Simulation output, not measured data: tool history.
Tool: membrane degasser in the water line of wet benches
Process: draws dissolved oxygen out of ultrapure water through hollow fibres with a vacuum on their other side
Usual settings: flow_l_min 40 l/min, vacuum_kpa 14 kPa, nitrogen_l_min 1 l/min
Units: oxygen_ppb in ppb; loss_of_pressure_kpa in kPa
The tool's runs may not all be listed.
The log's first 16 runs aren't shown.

{"run": 17, "day": 27.525, "flow_l_min": 40, "vacuum_kpa": 14, "nitrogen_l_min": 1, "oxygen_ppb": 908.6, "loss_of_pressure_kpa": 25.42}
{"run": 18, "day": 28.688, "flow_l_min": 40, "vacuum_kpa": 14, "nitrogen_l_min": 1, "oxygen_ppb": 908.1, "loss_of_pressure_kpa": 25.53}
{"run": 19, "day": 30.938, "flow_l_min": 40, "vacuum_kpa": 14, "nitrogen_l_min": 1, "oxygen_ppb": 907.6, "loss_of_pressure_kpa": 25.37}
{"run": 20, "day": 33.171, "flow_l_min": 31, "vacuum_kpa": 20.1, "nitrogen_l_min": 1.53, "oxygen_ppb": 741.9, "loss_of_pressure_kpa": 19.82}
{"run": 21, "day": 34.738, "flow_l_min": 50, "vacuum_kpa": 11.5, "nitrogen_l_min": 2.59, "oxygen_ppb": 601.3, "loss_of_pressure_kpa": 31.87}
{"run": 22, "day": 36.229, "flow_l_min": 33, "vacuum_kpa": 22.7, "nitrogen_l_min": 1.63, "oxygen_ppb": 848.7, "loss_of_pressure_kpa": 21.07}
{"run": 23, "day": 38.25, "flow_l_min": 60, "vacuum_kpa": 22.7, "nitrogen_l_min": 0.88, "oxygen_ppb": 2203.7, "loss_of_pressure_kpa": 38.26}
{"run": 24, "day": 40.567, "flow_l_min": 60, "vacuum_kpa": 16.4, "nitrogen_l_min": 1.49, "oxygen_ppb": 1318.2, "loss_of_pressure_kpa": 38.13}
{"run": 25, "day": 41.933, "flow_l_min": 50, "vacuum_kpa": 14, "nitrogen_l_min": 1, "oxygen_ppb": 1156, "loss_of_pressure_kpa": 31.67}
{"run": 26, "day": 43.379, "flow_l_min": 25, "vacuum_kpa": 21.7, "nitrogen_l_min": 1, "oxygen_ppb": 911.3, "loss_of_pressure_kpa": 15.97}
{"run": 27, "day": 45.938, "flow_l_min": 25, "vacuum_kpa": 17.2, "nitrogen_l_min": 0.72, "oxygen_ppb": 913.3, "loss_of_pressure_kpa": 15.95}
{"run": 28, "day": 47.354, "flow_l_min": 40, "vacuum_kpa": 14, "nitrogen_l_min": 0.44, "oxygen_ppb": 1475.8, "loss_of_pressure_kpa": 25.4}
{"run": 29, "day": 48.925, "flow_l_min": 59, "vacuum_kpa": 14, "nitrogen_l_min": 0.85, "oxygen_ppb": 1491, "loss_of_pressure_kpa": 37.47}
{"run": 30, "day": 49.992, "flow_l_min": 59, "vacuum_kpa": 14, "nitrogen_l_min": 0.85, "oxygen_ppb": 1495.3, "loss_of_pressure_kpa": 37.43}
{"run": 31, "day": 52.617, "flow_l_min": 35, "vacuum_kpa": 9.4, "nitrogen_l_min": 2.04, "oxygen_ppb": 311.7, "loss_of_pressure_kpa": 22.26}

4 ways to go on from here, each from the tool as it stands after run 31. What would each give?
{"run": "A", "day": 54.817, "flow_l_min": 35, "vacuum_kpa": 12.7, "nitrogen_l_min": 2.04, "oxygen_ppb": "?", "loss_of_pressure_kpa": "?"}
{"run": "B", "day": 54.817, "flow_l_min": 34, "vacuum_kpa": 9.6, "nitrogen_l_min": 1, "oxygen_ppb": "?", "loss_of_pressure_kpa": "?"}
{"run": "C", "day": 54.817, "flow_l_min": 56, "vacuum_kpa": 16.3, "nitrogen_l_min": 2.04, "oxygen_ppb": "?", "loss_of_pressure_kpa": "?"}
{"run": "D", "day": 54.817, "flow_l_min": 44, "vacuum_kpa": 16, "nitrogen_l_min": 1, "oxygen_ppb": "?", "loss_of_pressure_kpa": "?"}

run=A oxygen_ppb=429.1 loss_of_pressure_kpa=22.29
run=B oxygen_ppb=492.8 loss_of_pressure_kpa=21.64
run=C oxygen_ppb=1028.5 loss_of_pressure_kpa=35.7
run=D oxygen_ppb=1137.4 loss_of_pressure_kpa=28.13
Without the tool's hidden state the same runs would have given:
run=A oxygen_ppb=434.7 loss_of_pressure_kpa=22.28
run=B oxygen_ppb=499.3 loss_of_pressure_kpa=21.64
run=C oxygen_ppb=1041.9 loss_of_pressure_kpa=35.69
run=D oxygen_ppb=1152.5 loss_of_pressure_kpa=28.12

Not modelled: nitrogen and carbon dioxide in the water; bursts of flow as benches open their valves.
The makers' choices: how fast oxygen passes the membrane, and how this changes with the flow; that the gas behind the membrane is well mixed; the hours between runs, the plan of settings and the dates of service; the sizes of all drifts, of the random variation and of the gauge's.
